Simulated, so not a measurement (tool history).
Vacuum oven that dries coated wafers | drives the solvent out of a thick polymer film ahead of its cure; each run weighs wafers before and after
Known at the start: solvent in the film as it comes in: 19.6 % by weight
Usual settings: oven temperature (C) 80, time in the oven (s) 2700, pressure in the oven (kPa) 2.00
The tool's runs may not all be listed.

Run 1, hour 0.0: usual settings. Result: solvent left in the film (%) 2.65.
Run 2, hour 12.6: usual settings. Result: solvent left in the film (%) 2.61.
Run 3, hour 23.8: usual settings. Result: solvent left in the film (%) 2.58.
Run 4, hour 36.0: usual settings. Result: solvent left in the film (%) 2.57.
Run 5, hour 50.5: usual settings. Result: solvent left in the film (%) 2.58.
Run 6, hour 69.8: usual settings. Result: solvent left in the film (%) 2.63.
Run 7, hour 85.2: usual settings but oven temperature (C) 95. Result: solvent left in the film (%) 0.57.
Run 8, hour 101.3: usual settings. Result: solvent left in the film (%) 2.59.
Run 9, hour 120.3: usual settings but time in the oven (s) 3420. Result: solvent left in the film (%) 1.74.
Run 10, hour 139.3: usual settings but time in the oven (s) 3540. Result: solvent left in the film (%) 1.70.
Run 11, hour 157.8: usual settings but time in the oven (s) 3540. Result: solvent left in the film (%) 1.65.
Run 12, hour 171.3: usual settings but time in the oven (s) 1440. Result: solvent left in the film (%) 5.80.
Run 13, hour 188.6: usual settings. Result: solvent left in the film (%) 2.61.
Run 14, hour 203.6: usual settings. Result: solvent left in the film (%) 2.61.
Run 15, hour 213.2: usual settings but pressure in the oven (kPa) 5.48. Result: solvent left in the film (%) 3.57.
Run 16, hour 222.3: usual settings but oven temperature (C) 66, pressure in the oven (kPa) 6.00. Result: solvent left in the film (%) 8.42.
Run 17, hour 241.6: usual settings but oven temperature (C) 92. Result: solvent left in the film (%) 0.80.
Run 18, hour 260.9: usual settings but oven temperature (C) 94, time in the oven (s) 2220, pressure in the oven (kPa) 4.88. Result: solvent left in the film (%) 1.43.
Run 19, hour 277.5: usual settings but oven temperature (C) 83, time in the oven (s) 1800, pressure in the oven (kPa) 1.07. Result: solvent left in the film (%) 3.52.
Run 20, hour 296.1: usual settings but oven temperature (C) 95, time in the oven (s) 1500, pressure in the oven (kPa) 1.88. Result: solvent left in the film (%) 1.75.
Run 21, hour 311.5: usual settings but oven temperature (C) 65, time in the oven (s) 2340, pressure in the oven (kPa) 1.90. Result: solvent left in the film (%) 7.89.
Run 22, hour 327.2: usual settings but oven temperature (C) 70, pressure in the oven (kPa) 1.24. Result: solvent left in the film (%) 5.26.
Run 23, hour 345.3: usual settings but oven temperature (C) 70, time in the oven (s) 1560, pressure in the oven (kPa) 1.24. Result: solvent left in the film (%) 8.26.
Run 24, hour 355.8: usual settings but oven temperature (C) 70, time in the oven (s) 2280, pressure in the oven (kPa) 2.46. Result: solvent left in the film (%) 6.57.
Run 25, hour 364.9: usual settings but oven temperature (C) 87, time in the oven (s) 2280, pressure in the oven (kPa) 2.46. Result: solvent left in the film (%) 1.86.
Run 26, hour 376.1: usual settings but oven temperature (C) 87, time in the oven (s) 2280, pressure in the oven (kPa) 2.46. Result: solvent left in the film (%) 1.92.
Run 27, hour 384.1: usual settings but oven temperature (C) 92, time in the oven (s) 1440, pressure in the oven (kPa) 1.04. Result: solvent left in the film (%) 2.26.
Run 28, hour 393.5: usual settings but oven temperature (C) 69, time in the oven (s) 3660, pressure in the oven (kPa) 1.33. Result: solvent left in the film (%) 3.95.
Run 29, hour 408.6: usual settings but oven temperature (C) 68, time in the oven (s) 1560, pressure in the oven (kPa) 2.33. Result: solvent left in the film (%) 9.19.

Measured less the same run without the tool's hidden state. The same run-to-run variation is in both; the gauge's scatter may not be:
The hidden state here: true wafer temperature over the reading, C; true pressure over the reading, kPa; drift of the gauge itself on solvent_pct, %.
run  solvent left in the film (%)
  1                         -0.01
  2                         -0.02
  3                         -0.02
  4                         -0.02
  5                         -0.02
  6                         -0.02
  7                         -0.01
  8                         -0.02
  9                         -0.01
 10                         -0.02
 11                         -0.01
 12                         -0.03
 13                         -0.02
 14                         -0.02
 15                         -0.03
 16                         -0.03
 17                         +0.00
 18                         -0.01
 19                         -0.02
 20                         -0.02
 21                         -0.03
 22                         -0.03
 23                         -0.03
 24                         -0.03
 25                         -0.02
 26                         -0.02
 27                         -0.03
 28                         -0.02
 29                         -0.04

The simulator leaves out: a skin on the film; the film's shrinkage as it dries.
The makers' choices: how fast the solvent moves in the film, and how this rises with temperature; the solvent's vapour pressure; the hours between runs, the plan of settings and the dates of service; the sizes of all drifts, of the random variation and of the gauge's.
